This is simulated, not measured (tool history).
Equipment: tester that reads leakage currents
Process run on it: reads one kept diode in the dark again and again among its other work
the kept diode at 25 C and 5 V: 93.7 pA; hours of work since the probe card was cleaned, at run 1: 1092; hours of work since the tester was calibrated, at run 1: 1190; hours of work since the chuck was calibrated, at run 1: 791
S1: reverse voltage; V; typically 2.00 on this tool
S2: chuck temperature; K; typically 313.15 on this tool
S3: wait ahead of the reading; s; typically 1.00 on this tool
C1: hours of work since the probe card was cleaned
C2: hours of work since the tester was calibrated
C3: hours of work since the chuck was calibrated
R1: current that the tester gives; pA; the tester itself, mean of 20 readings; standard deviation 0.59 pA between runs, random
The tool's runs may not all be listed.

Run 1, hour 0.0: usual settings; C1 1092; C2 1190; C3 791. Result: R1 180.93 pA.
Run 2, hour 77.0: usual settings; C1 1123; C2 1221; C3 822. Result: R1 180.62 pA.
Run 3, hour 109.3: usual settings but S1 18.27 V; C1 1136; C2 1234; C3 835. Result: R1 689.69 pA.
Run 4, hour 147.9: usual settings; C1 1151; C2 1249; C3 850. Result: R1 179.59 pA.
Run 5, hour 217.8: usual settings; C1 1179; C2 1277; C3 878. Result: R1 179.64 pA.
Run 6, hour 278.1: usual settings; C1 1203; C2 1301; C3 902. Result: R1 179.09 pA.
Run 7, hour 345.0: usual settings; C1 1230; C2 1328; C3 929. Result: R1 178.66 pA.
Run 8, hour 387.5: usual settings; C1 1247; C2 1345; C3 946. Result: R1 178.32 pA.
Run 9, hour 448.2: usual settings; C1 1272; C2 1369; C3 970. Result: R1 178.39 pA.
Run 10, hour 481.6: usual settings but S1 12.81 V; C1 1285; C2 1383; C3 984. Result: R1 550.00 pA.
Run 11, hour 558.4: usual settings but S1 12.81 V; C1 1316; C2 1413; C3 1015. Result: R1 546.17 pA.
Run 12, hour 596.9: usual settings but S1 12.81 V; C1 1331; C2 1429; C3 1030. Result: R1 546.77 pA.
Run 13, hour 632.3: usual settings; C1 1345; C2 1443; C3 1044. Result: R1 175.38 pA.
At hour 682.4: chuck's temperature calibrated.
Run 14, hour 683.3: usual settings but S1 6.98 V; C1 1365; C2 1462; C3 0. Result: R1 427.20 pA.
Run 15, hour 744.2: usual settings; C1 1389; C2 1487; C3 25. Result: R1 200.54 pA.
At hour 750.3: probe card cleaned and baked.
Run 16, hour 798.5: usual settings but S1 6.00 V, S3 0.67 s; C1 19; C2 1507; C3 45. Result: R1 394.97 pA.
Run 17, hour 847.9: usual settings but S1 3.69 V, S2 323.15 K; C1 39; C2 1527; C3 65. Result: R1 623.95 pA.
Run 18, hour 902.6: usual settings but S1 10.75 V, S2 294.15 K, S3 0.40 s; C1 61; C2 1549; C3 87. Result: R1 140.80 pA.
At hour 910.0: probe card cleaned and baked, once more.
Run 19, hour 976.1: usual settings but S1 1.61 V, S2 318.15 K, S3 4.56 s; C1 26; C2 1577; C3 115. Result: R1 254.09 pA.
Run 20, hour 1050.6: usual settings but S1 17.19 V, S2 294.15 K, S3 6.57 s; C1 56; C2 1607; C3 145. Result: R1 134.88 pA.
Run 21, hour 1098.7: usual settings but S1 7.02 V, S2 294.15 K, S3 6.03 s; C1 76; C2 1626; C3 164. Result: R1 78.56 pA.
Run 22, hour 1146.6: usual settings but S1 2.19 V, S2 315.15 K; C1 95; C2 1645; C3 183. Result: R1 239.27 pA.
Run 23, hour 1221.7: usual settings but S2 327.15 K, S3 0.93 s; C1 125; C2 1676; C3 213. Result: R1 572.50 pA.
Run 24, hour 1273.4: usual settings but S1 2.34 V, S2 327.15 K, S3 2.35 s; C1 145; C2 1696; C3 234. Result: R1 625.28 pA.
Run 25, hour 1324.9: usual settings but S1 6.43 V, S3 0.46 s; C1 166; C2 1717; C3 255. Result: R1 381.83 pA.
Run 26, hour 1389.9: usual settings but S1 3.01 V, S2 320.15 K, S3 3.49 s; C1 192; C2 1743; C3 281. Result: R1 420.55 pA.
Run 27, hour 1445.4: usual settings but S1 15.24 V, S2 305.15 K, S3 0.38 s; C1 214; C2 1765; C3 303. Result: R1 331.24 pA.
Run 28, hour 1503.1: usual settings but S1 15.24 V, S2 305.15 K, S3 0.38 s; C1 237; C2 1788; C3 326. Result: R1 332.20 pA.
Run 29, hour 1540.5: usual settings but S1 13.66 V, S2 297.15 K, S3 0.38 s; C1 252; C2 1803; C3 341. Result: R1 157.66 pA.

Branching from run 29: 3 alternative next runs. What would each branch give?
Run A, hour 1607.1: usual settings but S1 8.31 V, S2 299.15 K, S3 0.38 s; C1 279; C2 1830; C3 368. Result: R1 ?.
Run B, hour 1607.1: usual settings; C1 279; C2 1830; C3 368. Result: R1 ?.
Run C, hour 1607.1: usual settings but S1 1.23 V, S2 297.15 K, S3 0.38 s; C1 279; C2 1830; C3 368. Result: R1 ?.

run      R1
  A  138.38
  B  187.54
  C   36.51
Take away the tool's hidden state, keep each run's random variation, and the runs would have read:
run      R1
  A  141.63
  B  195.15
  C   37.84
